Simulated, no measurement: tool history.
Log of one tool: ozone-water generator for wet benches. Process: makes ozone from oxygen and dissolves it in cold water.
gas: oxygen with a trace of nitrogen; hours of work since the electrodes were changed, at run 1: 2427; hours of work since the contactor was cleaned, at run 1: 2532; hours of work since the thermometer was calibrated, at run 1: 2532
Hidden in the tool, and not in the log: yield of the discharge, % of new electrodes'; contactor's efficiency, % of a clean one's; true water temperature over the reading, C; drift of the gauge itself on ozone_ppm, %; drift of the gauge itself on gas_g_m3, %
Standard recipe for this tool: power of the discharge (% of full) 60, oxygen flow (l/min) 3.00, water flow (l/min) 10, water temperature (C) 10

run	day	power of the discharge (% of full)	oxygen flow (l/min)	water flow (l/min)	water temperature (C)	hours of work since the electrodes were changed	hours of work since the contactor was cleaned	hours of work since the thermometer was calibrated	dissolved ozone (ppm)	ozone in the gas ahead of the water (g/m3)
1	0.000	60	3.00	10	10	2427	2532	2532	27.2	234.0
2	3.646	52	3.00	10	10	2496	2601	2601	24.8	213.2
3	6.325	52	3.00	10	10	2546	2651	2651	25.4	212.7
4	11.567	52	3.00	10	10	2645	2750	2750	25.3	210.8
5	17.429	60	3.00	10	10	2755	2860	2860	27.2	229.4
6	23.658	60	3.00	10	10	2872	2977	2977	27.2	230.5
7	29.458	60	3.00	10	9	2981	3086	3086	27.8	230.5
8	33.946	60	3.00	14	10	3066	3171	3171	20.1	229.2
9	38.079	60	3.00	14	10	3143	3248	3248	20.0	228.5
10	43.412	60	3.00	14	10	3244	3349	3349	20.0	227.6
11	46.754	60	3.00	14	10	3307	3412	3412	20.1	228.7
12	49.904	60	3.00	7	10	3366	3471	3471	35.3	228.5
13	56.279	75	3.00	7	10	3486	3591	3591	40.4	260.6
14	60.725	60	3.00	9	10	3569	3674	3674	29.4	227.1
15	64.262	47	3.54	9	10	3636	3741	3741	26.1	188.1
16	67.221	71	4.65	9	10	3692	3797	3797	34.7	221.2
17	71.671	56	2.07	9	10	3775	3880	3880	25.1	242.9
18	77.579	67	3.00	10	12	3886	3991	3991	27.6	241.6
# day 80.667: water thermometer calibrated
# day 81.312: contactor cleaned
19	81.729	42	3.00	10	15	3961	8	17	20.9	187.1
20	86.512	42	1.90	7	14	4051	98	107	24.9	214.1
21	91.346	52	1.90	12	14	4142	189	198	17.7	244.2
22	95.762	52	1.90	12	14	4225	272	281	17.6	240.6
23	101.162	52	1.90	12	14	4326	373	382	17.6	242.8
24	106.821	60	4.00	10	5	4433	480	489	31.4	207.8
25	110.279	60	4.10	10	10	4498	545	554	29.2	203.8
26	114.742	50	3.00	16	14	4582	629	638	15.5	205.0
27	120.642	59	3.00	6	10	4693	740	749	39.5	223.6

What differs in the tool's unlogged condition from the final listed run ahead of each entry between runs to the first listed run following it?
Run 18 -> run 19: water thermometer calibrated (day 80.667); contactor cleaned (day 81.312)
  contactor's efficiency, % of a clean one's: 94.5 -> 99.7; true water temperature over the reading, C: 0.26 -> 0
  the result without the hidden state subtracted from the measured one, dissolved ozone (ppm): -2.3 -> -0.7; ozone in the gas ahead of the water (g/m3): -10.9 -> -6.2

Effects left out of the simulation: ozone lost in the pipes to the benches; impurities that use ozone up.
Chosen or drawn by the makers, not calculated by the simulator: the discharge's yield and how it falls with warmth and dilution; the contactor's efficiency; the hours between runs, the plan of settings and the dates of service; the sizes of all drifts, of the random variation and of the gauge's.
